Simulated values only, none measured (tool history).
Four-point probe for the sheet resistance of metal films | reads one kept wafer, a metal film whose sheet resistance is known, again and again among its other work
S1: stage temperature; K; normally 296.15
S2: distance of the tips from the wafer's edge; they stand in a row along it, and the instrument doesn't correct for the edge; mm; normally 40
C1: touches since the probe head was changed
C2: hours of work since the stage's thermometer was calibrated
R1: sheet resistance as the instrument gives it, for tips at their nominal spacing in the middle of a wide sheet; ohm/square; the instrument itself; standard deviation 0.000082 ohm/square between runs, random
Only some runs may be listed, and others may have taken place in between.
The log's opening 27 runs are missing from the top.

run,hour,S1,S2,C1,C2,R1
28,662.3,300.15,57,50070,328,0.411186
29,684.4,300.15,57,50632,338,0.411186
30,717.5,300.15,17,51477,354,0.411837
31,750.6,300.15,17,52321,369,0.411983
32,775.3,306.15,5,52950,381,0.418884
33,796.9,293.15,28,53501,391,0.412486
34,823.9,299.15,17,54190,403,0.411931
35,854.3,299.15,17,54964,417,0.411972
36,869.6,299.15,17,55354,424,0.412043
37,904.1,299.15,17,56233,440,0.412044
38,919.3,300.15,8,56620,447,0.414627
39,934.3,291.15,4,57002,454,0.426104
40,969.0,305.15,8,57887,470,0.413857
41,989.0,305.15,8,58398,480,0.413860
42,1023.2,305.15,11,59270,495,0.412227
43,1041.0,305.15,11,59723,504,0.412097
44,1065.7,296.15,11,60353,515,0.413707

Consider 3 possible next runs. They are alternatives, not a sequence: every one starts from the tool as it was left by run 44. What does each give?
A,1084.0,304.15,61,60818,524,?
B,1084.0,297.15,11,60818,524,?
C,1084.0,304.15,34,60818,524,?

run,R1
A,0.410796
B,0.413662
C,0.410831
Take away the tool's hidden state, keep each run's random variation, and the runs would have read:
run,R1
A,0.409812
B,0.412675
C,0.409847
